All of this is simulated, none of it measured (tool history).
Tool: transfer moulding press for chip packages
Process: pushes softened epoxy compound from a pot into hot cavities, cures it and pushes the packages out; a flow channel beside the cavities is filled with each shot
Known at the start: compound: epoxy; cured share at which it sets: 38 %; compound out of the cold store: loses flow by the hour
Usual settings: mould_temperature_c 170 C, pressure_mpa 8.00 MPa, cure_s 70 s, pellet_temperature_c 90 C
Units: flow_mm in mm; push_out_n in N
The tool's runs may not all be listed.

| run | day | mould_temperature_c | pressure_mpa | cure_s | pellet_temperature_c | incoming compound's hours out of the cold store | flow_mm | push_out_n |
|---|---|---|---|---|---|---|---|---|
| 1 | 0.000 | 170 | 8.00 | 70 | 90 | 28.5 | 884 | 288 |
| 2 | 0.200 | 177 | 8.00 | 70 | 90 | 36.1 | 844 | 215 |
|  | 0.438 | cavities cleaned with cleaning compound and waxed |
| 3 | 0.517 | 170 | 8.52 | 70 | 90 | 37.5 | 904 | 270 |
| 4 | 0.742 | 170 | 8.52 | 70 | 90 | 18.9 | 941 | 291 |
| 5 | 1.083 | 170 | 8.52 | 70 | 90 | 19.9 | 936 | 293 |
| 6 | 1.350 | 170 | 8.00 | 70 | 90 | 38.3 | 880 | 280 |
|  | 1.671 | cavities cleaned with cleaning compound and waxed |
| 7 | 1.675 | 170 | 8.00 | 70 | 90 | 13.8 | 921 | 279 |
| 8 | 1.833 | 170 | 8.00 | 70 | 90 | 35.6 | 878 | 290 |
| 9 | 2.067 | 170 | 8.00 | 70 | 90 | 28.8 | 887 | 293 |
| 10 | 2.304 | 164 | 7.00 | 58 | 90 | 9.0 | 884 | 733 |
| 11 | 2.488 | 171 | 7.00 | 54 | 85 | 9.0 | 860 | 609 |
| 12 | 2.675 | 171 | 7.00 | 54 | 85 | 17.0 | 858 | 576 |
|  | 2.904 | cavities cleaned with cleaning compound and waxed |
| 13 | 2.904 | 171 | 7.00 | 54 | 85 | 43.5 | 798 | 544 |
| 14 | 3.125 | 171 | 6.84 | 54 | 88 | 18.0 | 840 | 561 |
| 15 | 3.454 | 171 | 6.84 | 54 | 97 | 8.7 | 858 | 556 |
| 16 | 3.612 | 176 | 8.00 | 106 | 90 | 16.8 | 884 | 199 |
| 17 | 3.988 | 176 | 8.00 | 106 | 90 | 23.5 | 868 | 193 |
|  | 4.150 | cavities cleaned with cleaning compound and waxed |
| 18 | 4.408 | 177 | 8.51 | 65 | 90 | 31.2 | 883 | 218 |

Forecast each of these 5 alternatives for the next run:
| A | 4.646 | 170 | 8.00 | 86 | 90 | 17.4 | ? | ? |
| B | 4.646 | 177 | 8.51 | 109 | 90 | 25.6 | ? | ? |
| C | 4.646 | 177 | 9.09 | 65 | 98 | 47.3 | ? | ? |
| D | 4.646 | 177 | 8.08 | 65 | 90 | 25.9 | ? | ? |
| E | 4.646 | 176 | 8.51 | 65 | 92 | 26.2 | ? | ? |

| run | flow_mm | push_out_n |
|---|---|---|
| A | 909 | 211 |
| B | 904 | 206 |
| C | 885 | 238 |
| D | 881 | 240 |
| E | 907 | 235 |
Without the tool's hidden state the same runs would have given:
| run | flow_mm | push_out_n |
|---|---|---|
| A | 910 | 210 |
| B | 905 | 204 |
| C | 886 | 236 |
| D | 882 | 239 |
| E | 908 | 233 |
